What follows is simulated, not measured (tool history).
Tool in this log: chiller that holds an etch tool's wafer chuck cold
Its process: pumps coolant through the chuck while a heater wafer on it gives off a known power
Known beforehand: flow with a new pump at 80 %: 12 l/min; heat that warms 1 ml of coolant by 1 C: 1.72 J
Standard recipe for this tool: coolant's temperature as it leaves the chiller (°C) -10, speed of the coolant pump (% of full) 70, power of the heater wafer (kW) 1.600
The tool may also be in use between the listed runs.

run     day  coolant's temperature as it leaves the chiller (°C)  speed of the coolant pump (% of full)  power of the heater wafer (kW)  chuck's temperature once it has settled (°C)  how much warmer the coolant comes back (C)
  1   0.000                                                  -10                                     70                           1.600                                           2.8                                        5.38
  2   1.217                                                  -10                                     70                           1.600                                           2.8                                        5.38
  3   2.675                                                  -10                                     70                           1.600                                           2.7                                        5.38
  4   3.675                                                  -10                                     70                           1.600                                           2.9                                        5.42
  5   5.683                                                  -10                                     70                           2.222                                           7.8                                        7.44
  6   7.383                                                  -10                                     70                           0.914                                          -2.7                                        3.00
  7   8.321                                                  -10                                     70                           0.914                                          -2.7                                        3.06
  8   9.575                                                  -10                                     70                           0.914                                          -2.7                                        3.01
  9  10.925                                                  -10                                     70                           0.914                                          -2.7                                        3.03
 10  12.417                                                  -10                                     70                           0.914                                          -2.8                                        2.96
 11  13.996                                                  -10                                     70                           0.914                                          -2.8                                        2.96
 12  15.246                                                  -10                                     70                           1.600                                           2.8                                        5.27
 13  16.842                                                  -10                                     70                           1.600                                           2.9                                        5.22
 14  18.700                                                  -14                                     62                           0.828                                          -6.8                                        3.06
 15  20.121                                                  -10                                     67                           0.996                                          -1.7                                        3.39
 16  21.292                                                   -7                                     93                           1.034                                          -0.7                                        2.39
 17  22.796                                                   -7                                     82                           1.034                                           0.2                                        2.72
 18  23.783                                                   -7                                     82                           1.034                                           0.2                                        2.76
 19  24.925                                                   -7                                     82                           2.223                                           8.3                                        6.11
 20  26.888                                                  -10                                     65                           1.600                                           3.7                                        5.65
 21  28.108                                                  -10                                     68                           2.026                                           6.5                                        6.83
 22  29.167                                                   -4                                     94                           2.026                                           8.2                                        4.74
     29.408  -- chiller's thermometer calibrated
     30.142  -- gauge calibrated
 23  30.433                                                   -3                                     89                           1.659                                           7.5                                        4.31
 24  31.971                                                   -5                                     79                           1.582                                           6.2                                        4.63
 25  33.112                                                  -19                                     70                           1.247                                          -9.1                                        4.23
 26  34.850                                                   -1                                     70                           1.272                                           9.2                                        4.25

5 options for the next run, each taken on its own from the tool as it stands now. Forecast them:
  A  35.888                                                  -18                                     70                           1.600                                             ?                                           ?
  B  35.888                                                  -12                                     80                           1.272                                             ?                                           ?
  C  35.888                                                   -7                                     79                           1.272                                             ?                                           ?
  D  35.888                                                   -4                                     72                           2.398                                             ?                                           ?
  E  35.888                                                  -18                                     64                           2.027                                             ?                                           ?

run  chuck's temperature once it has settled (°C)  how much warmer the coolant comes back (C)
  A                                          -5.3                                        5.36
  B                                          -3.0                                        3.69
  C                                           1.9                                        3.72
  D                                          14.7                                        7.78
  E                                          -0.3                                        7.50
Without the tool's hidden state the same runs would have given:
run  chuck's temperature once it has settled (°C)  how much warmer the coolant comes back (C)
  A                                          -5.4                                        5.40
  B                                          -3.0                                        3.73
  C                                           1.9                                        3.76
  D                                          14.7                                        7.82
  E                                          -0.3                                        7.55
